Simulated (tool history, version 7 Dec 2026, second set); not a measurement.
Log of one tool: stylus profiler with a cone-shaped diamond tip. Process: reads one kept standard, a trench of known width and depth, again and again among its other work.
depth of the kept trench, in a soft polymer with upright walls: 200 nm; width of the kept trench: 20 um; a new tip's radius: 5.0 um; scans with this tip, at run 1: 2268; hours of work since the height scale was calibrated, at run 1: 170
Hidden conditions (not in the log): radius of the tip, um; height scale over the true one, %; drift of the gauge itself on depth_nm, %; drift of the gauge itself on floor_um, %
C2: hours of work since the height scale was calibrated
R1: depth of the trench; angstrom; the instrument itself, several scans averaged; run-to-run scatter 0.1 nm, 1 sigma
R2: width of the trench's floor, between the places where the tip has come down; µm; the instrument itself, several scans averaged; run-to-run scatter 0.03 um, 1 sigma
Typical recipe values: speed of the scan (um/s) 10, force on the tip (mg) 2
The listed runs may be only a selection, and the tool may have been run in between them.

Run 1, hour 0: usual settings; scans with this tip 2268; C2 170. Result: R1 2019.6 angstrom, R2 16.52 µm.
Run 2, hour 30.2: usual settings but force on the tip (mg) 2.68; scans with this tip 2504; C2 187. Result: R1 2024.4 angstrom, R2 16.49 µm.
Run 3, hour 47.2: usual settings but force on the tip (mg) 2.68; scans with this tip 2637; C2 197. Result: R1 2024.9 angstrom, R2 16.48 µm.
Run 4, hour 70.2: usual settings but speed of the scan (um/s) 4; scans with this tip 2818; C2 211. Result: R1 2020.5 angstrom, R2 16.51 µm.
Run 5, hour 95.2: usual settings but speed of the scan (um/s) 4; scans with this tip 3014; C2 225. Result: R1 2020.3 angstrom, R2 16.46 µm.
Run 6, hour 120.7: usual settings but speed of the scan (um/s) 4; scans with this tip 3214; C2 240. Result: R1 2021.9 angstrom, R2 16.41 µm.
Run 7, hour 151.8: usual settings but speed of the scan (um/s) 4; scans with this tip 3457; C2 259. Result: R1 2022.6 angstrom, R2 16.31 µm.
Run 8, hour 172.5: usual settings but speed of the scan (um/s) 4; scans with this tip 3619; C2 271. Result: R1 2020.2 angstrom, R2 16.32 µm.
Run 9, hour 202.8: usual settings but speed of the scan (um/s) 4; scans with this tip 3857; C2 289. Result: R1 2023.6 angstrom, R2 16.26 µm.
Run 10, hour 218.9: usual settings but speed of the scan (um/s) 4; scans with this tip 3983; C2 298. Result: R1 2023 angstrom, R2 16.24 µm.
Run 11, hour 232: usual settings but force on the tip (mg) 4.38; scans with this tip 4086; C2 306. Result: R1 2033.8 angstrom, R2 16.22 µm.
Run 12, hour 261.9: usual settings but force on the tip (mg) 4.38; scans with this tip 4320; C2 323. Result: R1 2033.7 angstrom, R2 16.13 µm.
Run 13, hour 282.6: usual settings but force on the tip (mg) 4.32; scans with this tip 4482; C2 335. Result: R1 2034.8 angstrom, R2 16.1 µm.
Run 14, hour 305.8: usual settings but force on the tip (mg) 4.32; scans with this tip 4665; C2 349. Result: R1 2034.9 angstrom, R2 16.04 µm.
Run 15, hour 331.5: usual settings but force on the tip (mg) 4.32; scans with this tip 4866; C2 364. Result: R1 2034.6 angstrom, R2 16.04 µm.
Run 16, hour 353.6: usual settings but force on the tip (mg) 4.32; scans with this tip 5039; C2 377. Result: R1 2034.1 angstrom, R2 16.01 µm.
Run 17, hour 383.4: usual settings but speed of the scan (um/s) 12; scans with this tip 5272; C2 394. Result: R1 2021.9 angstrom, R2 15.91 µm.
Run 18, hour 403.6: usual settings but speed of the scan (um/s) 6; scans with this tip 5431; C2 406. Result: R1 2023.3 angstrom, R2 15.97 µm.
Run 19, hour 430.1: usual settings but speed of the scan (um/s) 6; scans with this tip 5638; C2 422. Result: R1 2023.4 angstrom, R2 15.86 µm.
Run 20, hour 456.9: usual settings but speed of the scan (um/s) 6; scans with this tip 5848; C2 437. Result: R1 2023.8 angstrom, R2 15.82 µm.
Run 21, hour 474.8: usual settings but speed of the scan (um/s) 6; scans with this tip 5989; C2 448. Result: R1 2021 angstrom, R2 15.82 µm.
Run 22, hour 502.9: usual settings but speed of the scan (um/s) 8, force on the tip (mg) 0.84; scans with this tip 6209; C2 464. Result: R1 2014.2 angstrom, R2 15.72 µm.
Run 23, hour 527: usual settings but speed of the scan (um/s) 19, force on the tip (mg) 2.15; scans with this tip 6398; C2 479. Result: R1 2026.1 angstrom, R2 15.64 µm.
Run 24, hour 553.9: usual settings but speed of the scan (um/s) 14, force on the tip (mg) 2.15; scans with this tip 6608; C2 494. Result: R1 2024.3 angstrom, R2 15.66 µm.
Run 25, hour 576.4: usual settings but speed of the scan (um/s) 14, force on the tip (mg) 2.15; scans with this tip 6785; C2 508. Result: R1 2023.5 angstrom, R2 15.57 µm.
Run 26, hour 602: usual settings but speed of the scan (um/s) 7, force on the tip (mg) 2.68; scans with this tip 6985; C2 523. Result: R1 2027.4 angstrom, R2 15.67 µm.
At hour 604.5: height scale calibrated on a step standard.
Run 27, hour 628.2: usual settings but speed of the scan (um/s) 7, force on the tip (mg) 2.68; scans with this tip 7187; C2 14. Result: R1 2029.3 angstrom, R2 15.59 µm.
Run 28, hour 656.2: usual settings but speed of the scan (um/s) 7, force on the tip (mg) 2.68; scans with this tip 7407; C2 30. Result: R1 2030.1 angstrom, R2 15.54 µm.
Run 29, hour 683.8: usual settings but speed of the scan (um/s) 5, force on the tip (mg) 1.46; scans with this tip 7623; C2 46. Result: R1 2020.7 angstrom, R2 15.46 µm.
At hour 696.9: height scale calibrated on a step standard, once more.
Run 30, hour 706.8: usual settings but speed of the scan (um/s) 11, force on the tip (mg) 2.92; scans with this tip 7799; C2 6. Result: R1 2026.2 angstrom, R2 15.43 µm.
Run 31, hour 735.9: usual settings but force on the tip (mg) 2.73; scans with this tip 8027; C2 23. Result: R1 2023.7 angstrom, R2 15.42 µm.
Run 32, hour 763: usual settings but speed of the scan (um/s) 16; scans with this tip 8239; C2 39. Result: R1 2019.3 angstrom, R2 15.28 µm.
Run 33, hour 777.1: usual settings but speed of the scan (um/s) 16; scans with this tip 8350; C2 47. Result: R1 2019.6 angstrom, R2 15.28 µm.
Run 34, hour 804.1: usual settings but speed of the scan (um/s) 7, force on the tip (mg) 3.36; scans with this tip 8562; C2 63. Result: R1 2028.5 angstrom, R2 15.26 µm.
Run 35, hour 819.4: usual settings but speed of the scan (um/s) 26, force on the tip (mg) 3.49; scans with this tip 8681; C2 72. Result: R1 2028.3 angstrom, R2 15.26 µm.
At hour 839.3: new tip fitted, height scale calibrated.
Run 36, hour 841.5: usual settings but speed of the scan (um/s) 15, force on the tip (mg) 5.74; scans with this tip 17; C2 1. Result: R1 2037.1 angstrom, R2 17.17 µm.
Run 37, hour 866.7: usual settings but speed of the scan (um/s) 9, force on the tip (mg) 3.69; scans with this tip 214; C2 16. Result: R1 2029.3 angstrom, R2 17.08 µm.
Run 38, hour 890.6: usual settings but speed of the scan (um/s) 9, force on the tip (mg) 3.69; scans with this tip 402; C2 30. Result: R1 2029.7 angstrom, R2 17.05 µm.
Run 39, hour 916.7: usual settings but speed of the scan (um/s) 38, force on the tip (mg) 0.84; scans with this tip 606; C2 45. Result: R1 2009.3 angstrom, R2 16.67 µm.
Run 40, hour 941.6: usual settings but speed of the scan (um/s) 38, force on the tip (mg) 0.84; scans with this tip 801; C2 60. Result: R1 2010.9 angstrom, R2 16.61 µm.
Run 41, hour 957.7: usual settings but speed of the scan (um/s) 9, force on the tip (mg) 1.65; scans with this tip 928; C2 69. Result: R1 2017 angstrom, R2 16.89 µm.

Hidden state or all else? Some run-to-run changes of R1, split into what the settings, what came in and random variation would give without the hidden state, and what is left for the hidden state (with any gauge scatter that isn't in both results):
Run 16 -> 17: speed of the scan (um/s) 10 -> 12, force on the tip (mg) 4.32 -> 2. R1 -12.2 angstrom: hidden state +0.2, all else -12.4.
Run 22 -> 23: speed of the scan (um/s) 8 -> 19, force on the tip (mg) 0.84 -> 2.15. R1 +11.9 angstrom: hidden state +0.2, all else +11.7.
Run 26 -> 27: height scale calibrated on a step standard. R1 +1.9 angstrom: hidden state +1.7, all else +0.2.
Run 29 -> 30: speed of the scan (um/s) 5 -> 11, force on the tip (mg) 1.46 -> 2.92, height scale calibrated on a step standard, once more. R1 +5.5 angstrom: hidden state -5.4, all else +10.9.
Run 35 -> 36: speed of the scan (um/s) 26 -> 15, force on the tip (mg) 3.49 -> 5.74, new tip fitted, height scale calibrated. R1 +8.8 angstrom: hidden state -1.7, all else +10.5.
Run 38 -> 39: speed of the scan (um/s) 9 -> 38, force on the tip (mg) 3.69 -> 0.84. R1 -20.4 angstrom: hidden state +0.1, all else -20.5.

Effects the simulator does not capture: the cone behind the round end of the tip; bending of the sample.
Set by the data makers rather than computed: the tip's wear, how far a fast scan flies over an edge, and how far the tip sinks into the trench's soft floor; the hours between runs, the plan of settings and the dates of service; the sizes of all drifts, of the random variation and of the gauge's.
